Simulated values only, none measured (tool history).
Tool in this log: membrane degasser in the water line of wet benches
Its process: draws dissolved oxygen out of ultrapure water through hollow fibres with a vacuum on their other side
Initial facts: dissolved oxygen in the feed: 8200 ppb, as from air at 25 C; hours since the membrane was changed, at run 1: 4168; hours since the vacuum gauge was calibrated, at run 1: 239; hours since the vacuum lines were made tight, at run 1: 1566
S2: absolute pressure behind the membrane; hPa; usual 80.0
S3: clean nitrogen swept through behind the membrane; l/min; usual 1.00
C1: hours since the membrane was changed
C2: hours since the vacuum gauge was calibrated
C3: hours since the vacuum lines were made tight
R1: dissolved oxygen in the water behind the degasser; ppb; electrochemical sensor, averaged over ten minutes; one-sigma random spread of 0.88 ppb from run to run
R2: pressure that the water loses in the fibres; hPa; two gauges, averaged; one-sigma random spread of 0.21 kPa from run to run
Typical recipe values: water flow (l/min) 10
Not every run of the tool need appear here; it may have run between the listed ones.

Run 1, day 0.000: usual settings; C1 4168; C2 239; C3 1566. Result: R1 122.4 ppb, R2 530.8 hPa.
Run 2, day 3.962: usual settings; C1 4263; C2 334; C3 1661. Result: R1 122.6 ppb, R2 531.2 hPa.
Run 3, day 6.550: usual settings but S2 116.4 hPa; C1 4325; C2 396; C3 1723. Result: R1 208.8 ppb, R2 528.7 hPa.
Run 4, day 10.317: usual settings but S2 116.4 hPa; C1 4415; C2 486; C3 1813. Result: R1 206.9 ppb, R2 531.5 hPa.
Run 5, day 14.217: usual settings but S2 116.4 hPa; C1 4509; C2 580; C3 1907. Result: R1 208.8 ppb, R2 532.9 hPa.
Run 6, day 16.192: usual settings; C1 4556; C2 627; C3 1954. Result: R1 124.9 ppb, R2 531.9 hPa.
Run 7, day 21.092: usual settings; C1 4674; C2 745; C3 2072. Result: R1 124.9 ppb, R2 529.8 hPa.
Run 8, day 24.496: usual settings; C1 4755; C2 827; C3 2154. Result: R1 124.7 ppb, R2 531.5 hPa.
Run 9, day 28.458: usual settings; C1 4851; C2 922; C3 2249. Result: R1 123.4 ppb, R2 530.7 hPa.
Run 10, day 31.371: usual settings; C1 4920; C2 992; C3 2319. Result: R1 125.5 ppb, R2 534.1 hPa.
Run 11, day 35.271: usual settings but water flow (l/min) 13, S3 0.53 l/min; C1 5014; C2 1085; C3 2412. Result: R1 277.6 ppb, R2 691.8 hPa.
Run 12, day 39.154: usual settings but water flow (l/min) 8, S2 107.7 hPa, S3 1.13 l/min; C1 5107; C2 1179; C3 2506. Result: R1 136.6 ppb, R2 424.8 hPa.
Run 13, day 42.908: usual settings but water flow (l/min) 7, S2 48.2 hPa, S3 0.42 l/min; C1 5197; C2 1269; C3 2596. Result: R1 67.9 ppb, R2 375.8 hPa.
Run 14, day 47.354: usual settings but water flow (l/min) 11, S2 55.6 hPa, S3 1.46 l/min; C1 5304; C2 1375; C3 2702. Result: R1 57.6 ppb, R2 587.2 hPa.
Run 15, day 51.046: usual settings but water flow (l/min) 11; C1 5393; C2 1464; C3 2791. Result: R1 138.2 ppb, R2 584.1 hPa.
Run 16, day 53.138: usual settings but water flow (l/min) 11; C1 5443; C2 1514; C3 2841. Result: R1 141.4 ppb, R2 592.3 hPa.
Run 17, day 55.179: usual settings but water flow (l/min) 13, S2 101.0 hPa; C1 5492; C2 1563; C3 2890. Result: R1 233.5 ppb, R2 696.8 hPa.

Below, each run's measurement less what the same run would have read without the hidden state. Both values contain the same run-to-run variation, but the gauge's scatter may not be the same in both:
Hidden state present: membrane still open, %; true pressure behind the membrane over the reading, kPa; air that leaks in behind the membrane, l/min; drift of the gauge itself on oxygen_ppb, %; drift of the gauge itself on loss_of_pressure_kpa, %.
run     R1     R2
  1   +4.5  +19.7
  2   +4.7  +20.2
  3   +6.2  +20.4
  4   +6.4  +20.9
  5   +6.7  +21.4
  6   +5.6  +21.5
  7   +5.8  +22.1
  8   +6.1  +22.5
  9   +6.2  +22.8
 10   +6.5  +23.2
 11  +11.6  +30.8
 12   +6.5  +19.3
 13   +5.9  +17.3
 14   +6.2  +27.6
 15   +8.6  +28.0
 16   +8.9  +28.6
 17  +12.3  +34.0
